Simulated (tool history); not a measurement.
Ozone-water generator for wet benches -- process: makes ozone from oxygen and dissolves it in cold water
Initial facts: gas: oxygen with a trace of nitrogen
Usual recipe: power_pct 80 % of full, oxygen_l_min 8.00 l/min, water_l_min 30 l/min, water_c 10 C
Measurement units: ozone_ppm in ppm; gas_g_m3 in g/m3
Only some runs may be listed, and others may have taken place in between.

run	hour	power_pct	oxygen_l_min	water_l_min	water_c	ozone_ppm	gas_g_m3
1	0.0	80	8.00	30	10	22.3	250.7
2	73.0	80	8.00	30	10	22.0	248.5
3	129.1	80	8.00	30	10	22.0	250.9
4	214.0	80	8.00	30	11	21.5	250.3
5	285.4	80	11.21	30	10	21.7	201.7
6	330.6	80	11.21	30	10	21.7	202.7
7	409.8	80	11.21	30	10	21.3	203.6
8	465.6	80	7.71	30	10	21.4	252.4
9	557.8	80	4.01	30	10	20.4	373.9
10	651.2	80	8.00	32	10	20.1	246.7
11	704.2	80	8.00	32	10	19.7	243.9
12	746.8	80	8.00	30	10	21.3	242.8
13	825.5	80	7.70	44	14	13.3	250.1
14	886.4	62	7.70	44	14	11.5	211.0
# hour 894.5: water thermometer calibrated
15	933.7	80	8.00	45	10	13.7	240.7
16	978.3	80	8.00	45	11	13.2	242.0
17	1047.1	40	10.71	30	10	13.7	134.4
18	1121.5	70	7.23	30	10	19.3	236.3
19	1178.8	70	7.23	30	10	19.0	235.5
# hour 1225.8: water thermometer calibrated, once more
20	1225.8	59	10.43	30	10	17.1	169.5
21	1319.2	43	4.60	30	10	13.9	228.3
22	1363.7	82	12.31	24	10	25.0	184.6
23	1433.2	82	12.31	38	7	16.6	186.5
24	1473.7	77	4.21	25	7	24.0	338.6

Some steps in ozone_ppm, run to run, broken into two amounts with sign: the step expected even without the hidden condition (settings, incoming material, random variation), and the rest, left for the hidden condition together with whatever gauge scatter is not in both the measured and the hidden-condition-free result:
Unlogged tool condition in this case: yield of the discharge, % of new electrodes'; contactor's efficiency, % of a clean one's; true water temperature over the reading, C; drift of the gauge itself on ozone_ppm, %; drift of the gauge itself on gas_g_m3, %.
Run 17 -> 18: power_pct 40 -> 70, oxygen_l_min 10.71 -> 7.23. ozone_ppm +5.6 ppm: hidden state -0.8, all else +6.4.
Run 21 -> 22: power_pct 43 -> 82, oxygen_l_min 4.60 -> 12.31, water_l_min 30 -> 24. ozone_ppm +11.1 ppm: hidden state -1.6, all else +12.7.
Run 22 -> 23: water_l_min 24 -> 38, water_c 10 -> 7. ozone_ppm -8.4 ppm: hidden state +0.7, all else -9.1.
